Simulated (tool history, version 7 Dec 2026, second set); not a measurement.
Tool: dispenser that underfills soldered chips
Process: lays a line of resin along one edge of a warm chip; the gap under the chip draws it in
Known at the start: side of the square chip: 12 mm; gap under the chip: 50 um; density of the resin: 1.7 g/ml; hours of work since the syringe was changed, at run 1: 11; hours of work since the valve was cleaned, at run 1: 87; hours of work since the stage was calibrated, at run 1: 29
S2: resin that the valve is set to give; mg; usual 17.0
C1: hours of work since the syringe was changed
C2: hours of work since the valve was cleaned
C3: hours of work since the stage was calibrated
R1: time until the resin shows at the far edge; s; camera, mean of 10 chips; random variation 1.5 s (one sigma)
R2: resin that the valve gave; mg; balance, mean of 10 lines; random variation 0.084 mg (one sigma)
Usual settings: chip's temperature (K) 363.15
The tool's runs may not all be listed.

Run 1, hour 0.0: usual settings; C1 11; C2 87; C3 29. Result: R1 236.8 s, R2 15.93 mg.
At hour 1.2: new syringe of resin.
Run 2, hour 5.8: usual settings; C1 4; C2 91; C3 33. Result: R1 167.5 s, R2 15.71 mg.
Run 3, hour 11.3: usual settings; C1 8; C2 95; C3 37. Result: R1 203.8 s, R2 15.64 mg.
At hour 16.9: new syringe of resin.
Run 4, hour 19.3: usual settings; C1 2; C2 101; C3 43. Result: R1 158.2 s, R2 15.62 mg.
Run 5, hour 24.3: usual settings but chip's temperature (K) 349.15; C1 6; C2 105; C3 47. Result: R1 341.8 s, R2 15.66 mg.
Run 6, hour 28.4: usual settings; C1 9; C2 108; C3 50. Result: R1 211.2 s, R2 15.54 mg.
At hour 32.7: new syringe of resin.
Run 7, hour 34.8: usual settings; C1 2; C2 113; C3 54. Result: R1 154.1 s, R2 15.58 mg.
Run 8, hour 40.9: usual settings; C1 6; C2 117; C3 59. Result: R1 190.4 s, R2 15.49 mg.
At hour 48.5: dispensing valve cleaned and set on the balance.
Run 9, hour 48.9: usual settings; C1 12; C2 0; C3 64. Result: R1 233.0 s, R2 16.95 mg.
At hour 49.8: new syringe of resin.
Run 10, hour 55.7: usual settings; C1 5; C2 5; C3 69. Result: R1 170.8 s, R2 16.99 mg.
Run 11, hour 62.9: usual settings; C1 10; C2 11; C3 75. Result: R1 221.2 s, R2 16.93 mg.
At hour 65.6: new syringe of resin.
Run 12, hour 70.2: usual settings; C1 3; C2 16; C3 80. Result: R1 164.8 s, R2 16.88 mg.
Run 13, hour 74.6: usual settings; C1 7; C2 19; C3 83. Result: R1 190.6 s, R2 16.73 mg.
Run 14, hour 78.1: usual settings; C1 10; C2 22; C3 86. Result: R1 209.8 s, R2 16.62 mg.
At hour 81.8: new syringe of resin.
Run 15, hour 84.0: usual settings; C1 2; C2 26; C3 90. Result: R1 152.8 s, R2 16.68 mg.
Run 16, hour 88.3: usual settings; C1 5; C2 30; C3 94. Result: R1 176.2 s, R2 16.50 mg.
Run 17, hour 95.5: usual settings but S2 19.2 mg; C1 10; C2 35; C3 99. Result: R1 217.5 s, R2 18.79 mg.
At hour 97.7: new syringe of resin.
Run 18, hour 103.8: usual settings but chip's temperature (K) 376.15, S2 16.1 mg; C1 5; C2 41; C3 105. Result: R1 100.3 s, R2 15.67 mg.
Run 19, hour 110.2: usual settings but chip's temperature (K) 377.15, S2 14.5 mg; C1 10; C2 46; C3 110. Result: R1 126.5 s, R2 13.96 mg.
At hour 113.7: new syringe of resin.
Run 20, hour 118.0: usual settings but chip's temperature (K) 377.15, S2 15.7 mg; C1 3; C2 52; C3 116. Result: R1 93.8 s, R2 15.05 mg.
Run 21, hour 124.1: usual settings but chip's temperature (K) 351.15, S2 15.9 mg; C1 8; C2 56; C3 120. Result: R1 347.2 s, R2 15.22 mg.
At hour 129.4: new syringe of resin.
Run 22, hour 130.2: usual settings but chip's temperature (K) 351.15, S2 15.9 mg; C1 1; C2 61; C3 125. Result: R1 244.0 s, R2 15.15 mg.
Run 23, hour 137.5: usual settings but chip's temperature (K) 361.15; C1 6; C2 66; C3 130. Result: R1 196.1 s, R2 16.20 mg.
At hour 145.4: new syringe of resin.
Run 24, hour 145.4: usual settings but chip's temperature (K) 361.15; C1 0; C2 72; C3 136. Result: R1 151.9 s, R2 15.81 mg.
Run 25, hour 152.3: usual settings but chip's temperature (K) 361.15; C1 5; C2 77; C3 141. Result: R1 188.2 s, R2 15.82 mg.
Run 26, hour 157.9: usual settings but chip's temperature (K) 355.15; C1 10; C2 82; C3 146. Result: R1 299.3 s, R2 15.70 mg.
At hour 161.2: new syringe of resin.
Run 27, hour 161.8: usual settings but chip's temperature (K) 355.15; C1 1; C2 84; C3 148. Result: R1 201.8 s, R2 15.82 mg.
Run 28, hour 169.9: usual settings but chip's temperature (K) 351.15, S2 17.7 mg; C1 7; C2 91; C3 155. Result: R1 317.3 s, R2 16.62 mg.
At hour 177.2: new syringe of resin.
Run 29, hour 178.3: usual settings but chip's temperature (K) 376.15, S2 16.8 mg; C1 1; C2 97; C3 161. Result: R1 84.6 s, R2 15.51 mg.
Run 30, hour 182.7: usual settings but chip's temperature (K) 376.15, S2 16.8 mg; C1 4; C2 100; C3 164. Result: R1 100.5 s, R2 15.37 mg.
Run 31, hour 188.4: usual settings but S2 20.4 mg; C1 9; C2 104; C3 168. Result: R1 190.8 s, R2 18.62 mg.
Run 32, hour 192.4: usual settings but S2 15.6 mg; C1 12; C2 107; C3 172. Result: R1 238.7 s, R2 14.17 mg.

The same runs without the tool's hidden state, with the same run-to-run variation:
The hidden state here: resin's viscosity, % of fresh resin's; dose that the valve gives, % of what is set; true chip temperature over the reading, C; drift of the gauge itself on fill_s, %; drift of the gauge itself on given_mg, %.
run     R1     R2
  1  145.7  17.09
  2  142.5  16.93
  3  144.9  16.91
  4  146.9  16.98
  5  269.9  17.07
  6  145.2  16.99
  7  143.0  17.10
  8  145.0  17.07
  9  144.9  16.96
 10  142.4  17.07
 11  145.7  17.08
 12  145.5  17.10
 13  145.7  17.01
 14  142.8  16.93
 15  145.6  17.05
 16  145.8  16.91
 17  142.7  19.35
 18   83.6  16.22
 19   85.3  14.50
 20   83.2  15.70
 21  254.5  15.94
 22  249.9  15.93
 23  158.3  17.12
 24  156.3  16.80
 25  154.6  16.88
 26  205.2  16.83
 27  205.9  17.01
 28  249.9  17.96
 29   84.5  16.84
 30   86.8  16.76
 31  139.6  20.36
 32  149.3  15.54
